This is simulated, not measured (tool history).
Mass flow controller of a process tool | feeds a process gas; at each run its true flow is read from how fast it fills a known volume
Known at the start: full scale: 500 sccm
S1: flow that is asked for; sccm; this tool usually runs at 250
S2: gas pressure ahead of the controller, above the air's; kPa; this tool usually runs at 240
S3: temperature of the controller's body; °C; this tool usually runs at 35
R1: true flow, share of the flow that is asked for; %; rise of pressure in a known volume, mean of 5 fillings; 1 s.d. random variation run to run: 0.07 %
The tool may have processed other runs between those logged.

run	day	S1	S2	S3	R1
1	0.000	250	240	35	97.70
2	2.771	60	240	35	97.64
3	6.717	60	240	35	97.64
4	10.546	317	240	35	97.81
5	12.950	317	240	35	97.82
6	15.246	250	240	35	97.58
7	17.467	250	240	35	97.50
8	19.258	250	240	35	97.59
9	21.517	250	240	35	97.70
10	25.617	490	240	35	98.11
11	28.533	250	240	35	97.56
12	31.325	250	240	35	97.58
13	33.054	250	240	35	97.46
14	35.733	250	240	35	97.49
15	37.571	250	240	35	97.32
16	40.362	250	240	35	97.43
17	42.775	250	240	35	97.41
18	44.692	250	240	35	97.38
19	48.429	250	240	35	97.45
20	51.442	250	240	35	97.47
21	54.050	250	240	35	97.46
22	55.962	250	240	35	97.34
23	58.717	250	240	35	97.44
24	60.996	250	240	35	97.28
25	63.112	250	240	35	97.25
26	65.867	279	256	33	97.44
27	69.625	279	256	33	97.45
28	73.571	250	167	35	97.31
29	77.375	126	163	22	97.84
30	80.638	381	244	35	97.55
31	84.133	381	244	35	97.64
32	86.329	381	244	35	97.61
33	89.625	381	244	35	97.47
34	92.321	330	242	35	97.40
35	94.154	330	242	35	97.51
36	96.096	361	240	35	97.43
37	98.825	147	240	25	97.42
38	102.925	151	240	40	96.66
39	104.679	132	195	35	97.05
40	106.758	152	157	35	97.16
41	110.033	152	157	35	97.05
42	113.217	180	196	32	97.17
43	116.821	250	257	31	97.15
44	118.654	250	257	21	97.44
45	122.692	364	176	20	97.96
46	126.079	364	176	20	98.02
47	128.250	364	176	20	98.09
48	131.588	293	212	20	97.80

The logged runs with the hidden state left out (each run's random variation unchanged):
The tool's hidden condition here consists of: flow at rest that the sensor doesn't see, % of full scale; true flow over the shown one, %; drift of the gauge itself on true_pct, %.
run	R1
1	98.65
2	97.99
3	98.00
4	98.87
5	98.89
6	98.62
7	98.55
8	98.66
9	98.78
10	99.32
11	98.68
12	98.72
13	98.61
14	98.65
15	98.49
16	98.62
17	98.61
18	98.59
19	98.68
20	98.72
21	98.72
22	98.61
23	98.72
24	98.58
25	98.56
26	98.79
27	98.83
28	98.68
29	98.97
30	99.07
31	99.18
32	99.16
33	99.04
34	98.97
35	99.08
36	99.03
37	98.74
38	98.00
39	98.33
40	98.53
41	98.44
42	98.65
43	98.79
44	99.09
45	99.74
46	99.81
47	99.90
48	99.57
